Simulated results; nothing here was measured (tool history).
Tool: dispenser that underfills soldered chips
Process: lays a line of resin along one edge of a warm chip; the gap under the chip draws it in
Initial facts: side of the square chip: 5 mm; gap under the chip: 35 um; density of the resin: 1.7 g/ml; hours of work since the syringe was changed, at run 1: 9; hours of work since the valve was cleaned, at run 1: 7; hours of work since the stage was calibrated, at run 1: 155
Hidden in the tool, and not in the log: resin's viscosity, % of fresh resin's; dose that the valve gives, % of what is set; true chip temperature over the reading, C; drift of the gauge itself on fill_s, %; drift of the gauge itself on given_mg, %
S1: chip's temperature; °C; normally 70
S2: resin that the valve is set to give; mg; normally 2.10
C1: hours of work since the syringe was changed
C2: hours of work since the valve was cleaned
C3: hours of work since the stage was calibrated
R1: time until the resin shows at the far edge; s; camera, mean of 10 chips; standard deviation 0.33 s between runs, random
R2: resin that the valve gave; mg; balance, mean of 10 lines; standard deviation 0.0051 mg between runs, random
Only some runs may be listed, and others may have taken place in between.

Run 1, hour 0.0: usual settings; C1 9; C2 7; C3 155. Result: R1 25.9 s, R2 2.087 mg.
At hour 0.8: new syringe of resin.
Run 2, hour 6.5: usual settings; C1 4; C2 11; C3 159. Result: R1 18.1 s, R2 2.095 mg.
At hour 15.4: new syringe of resin.
Run 3, hour 15.4: usual settings; C1 0; C2 16; C3 164. Result: R1 13.8 s, R2 2.083 mg.
Run 4, hour 23.4: usual settings; C1 5; C2 21; C3 169. Result: R1 21.0 s, R2 2.069 mg.
Run 5, hour 27.3: usual settings; C1 8; C2 24; C3 172. Result: R1 24.7 s, R2 2.070 mg.
At hour 30.3: new syringe of resin.
Run 6, hour 35.7: usual settings; C1 4; C2 29; C3 177. Result: R1 17.6 s, R2 2.064 mg.
Run 7, hour 41.1: usual settings; C1 7; C2 33; C3 181. Result: R1 22.6 s, R2 2.061 mg.
At hour 45.3: new syringe of resin.
Run 8, hour 48.6: usual settings but S2 2.03 mg; C1 2; C2 37; C3 185. Result: R1 16.4 s, R2 1.977 mg.
At hour 54.6: dispensing valve cleaned and set on the balance.
Run 9, hour 56.8: usual settings but S2 2.03 mg; C1 7; C2 1; C3 190. Result: R1 22.9 s, R2 2.033 mg.
At hour 60.9: new syringe of resin.
Run 10, hour 65.7: usual settings; C1 3; C2 7; C3 196. Result: R1 16.8 s, R2 2.095 mg.
Run 11, hour 74.7: usual settings; C1 9; C2 13; C3 201. Result: R1 25.8 s, R2 2.079 mg.
At hour 75.4: new syringe of resin.
Run 12, hour 82.5: usual settings; C1 5; C2 18; C3 206. Result: R1 19.2 s, R2 2.074 mg.
Run 13, hour 86.5: usual settings but S1 55 °C; C1 7; C2 20; C3 209. Result: R1 38.6 s, R2 2.071 mg.
At hour 90.1: new syringe of resin.
Run 14, hour 92.3: usual settings but S1 55 °C; C1 1; C2 24; C3 212. Result: R1 24.9 s, R2 2.059 mg.
Run 15, hour 98.3: usual settings but S1 55 °C; C1 5; C2 28; C3 216. Result: R1 34.4 s, R2 2.068 mg.
Run 16, hour 103.4: usual settings but S1 55 °C; C1 9; C2 31; C3 220. Result: R1 43.3 s, R2 2.061 mg.
At hour 105.1: new syringe of resin.
Run 17, hour 109.9: usual settings; C1 3; C2 35; C3 224. Result: R1 17.2 s, R2 2.047 mg.
At hour 119.1: dispensing valve cleaned and set on the balance.
Run 18, hour 119.1: usual settings but S1 75 °C, S2 2.53 mg; C1 8; C2 0; C3 229. Result: R1 20.7 s, R2 2.538 mg.
At hour 121.1: new syringe of resin.
Run 19, hour 125.3: usual settings but S1 59 °C, S2 2.70 mg; C1 3; C2 4; C3 233. Result: R1 23.6 s, R2 2.697 mg.
Run 20, hour 130.1: usual settings but S1 59 °C, S2 2.70 mg; C1 6; C2 7; C3 236. Result: R1 29.9 s, R2 2.697 mg.
At hour 135.5: new syringe of resin.
Run 21, hour 137.5: usual settings but S1 56 °C, S2 2.63 mg; C1 1; C2 12; C3 241. Result: R1 22.9 s, R2 2.621 mg.
Run 22, hour 145.2: usual settings but S1 68 °C, S2 2.14 mg; C1 6; C2 17; C3 246. Result: R1 23.1 s, R2 2.123 mg.
At hour 150.1: new syringe of resin.
Run 23, hour 152.0: usual settings but S1 84 °C, S2 2.57 mg; C1 1; C2 21; C3 250. Result: R1 9.0 s, R2 2.539 mg.
Run 24, hour 159.5: usual settings but S1 65 °C, S2 2.44 mg; C1 6; C2 26; C3 255. Result: R1 24.7 s, R2 2.408 mg.
At hour 164.7: new syringe of resin.
Run 25, hour 167.3: usual settings but S2 2.38 mg; C1 2; C2 31; C3 260. Result: R1 15.4 s, R2 2.340 mg.
Run 26, hour 175.8: usual settings but S1 65 °C, S2 2.15 mg; C1 7; C2 36; C3 265. Result: R1 27.6 s, R2 2.099 mg.
At hour 179.1: new syringe of resin.
At hour 184.4: dispensing valve cleaned and set on the balance.
Run 27, hour 184.4: usual settings but S1 64 °C, S2 2.33 mg; C1 3; C2 0; C3 270. Result: R1 20.9 s, R2 2.338 mg.
Run 28, hour 191.8: usual settings but S1 75 °C, S2 2.30 mg; C1 8; C2 5; C3 275. Result: R1 19.7 s, R2 2.300 mg.
At hour 195.1: new syringe of resin.
Run 29, hour 199.3: usual settings but S1 77 °C, S2 2.29 mg; C1 3; C2 9; C3 279. Result: R1 13.0 s, R2 2.283 mg.
Run 30, hour 205.3: usual settings but S1 71 °C, S2 1.94 mg; C1 7; C2 13; C3 283. Result: R1 21.3 s, R2 1.926 mg.
At hour 209.8: new syringe of resin.
Run 31, hour 213.7: usual settings but S1 56 °C, S2 2.13 mg; C1 3; C2 19; C3 288. Result: R1 26.1 s, R2 2.114 mg.
Run 32, hour 218.5: usual settings but S1 56 °C, S2 2.13 mg; C1 6; C2 22; C3 292. Result: R1 32.5 s, R2 2.108 mg.
At hour 224.6: new syringe of resin.
Run 33, hour 227.1: usual settings but S1 56 °C, S2 2.13 mg; C1 2; C2 27; C3 297. Result: R1 24.4 s, R2 2.106 mg.
Run 34, hour 231.1: usual settings but S1 74 °C; C1 4; C2 30; C3 300. Result: R1 16.4 s, R2 2.068 mg.

Alternative continuations, all from the tool just after run 34; predict every row:
At hour 239.4: new syringe of resin.
Run A, hour 240.2: usual settings but S1 74 °C, S2 2.70 mg; C1 1; C2 35; C3 305. Result: R1 ?, R2 ?.
At hour 239.4: new syringe of resin.
Run B, hour 240.2: usual settings but S1 55 °C, S2 2.00 mg; C1 1; C2 35; C3 305. Result: R1 ?, R2 ?.
At hour 239.4: new syringe of resin.
Run C, hour 240.2: usual settings but S1 74 °C, S2 2.16 mg; C1 1; C2 35; C3 305. Result: R1 ?, R2 ?.
At hour 239.4: new syringe of resin.
Run D, hour 240.2: usual settings but S1 74 °C, S2 1.84 mg; C1 1; C2 35; C3 305. Result: R1 ?, R2 ?.

run    R1     R2
  A  12.0  2.643
  B  24.3  1.962
  C  12.3  2.123
  D  13.1  1.808
Stripped of hidden state, with their random variation kept, the same runs would have yielded:
run    R1     R2
  A  12.0  2.696
  B  24.1  2.001
  C  12.2  2.165
  D  13.0  1.844

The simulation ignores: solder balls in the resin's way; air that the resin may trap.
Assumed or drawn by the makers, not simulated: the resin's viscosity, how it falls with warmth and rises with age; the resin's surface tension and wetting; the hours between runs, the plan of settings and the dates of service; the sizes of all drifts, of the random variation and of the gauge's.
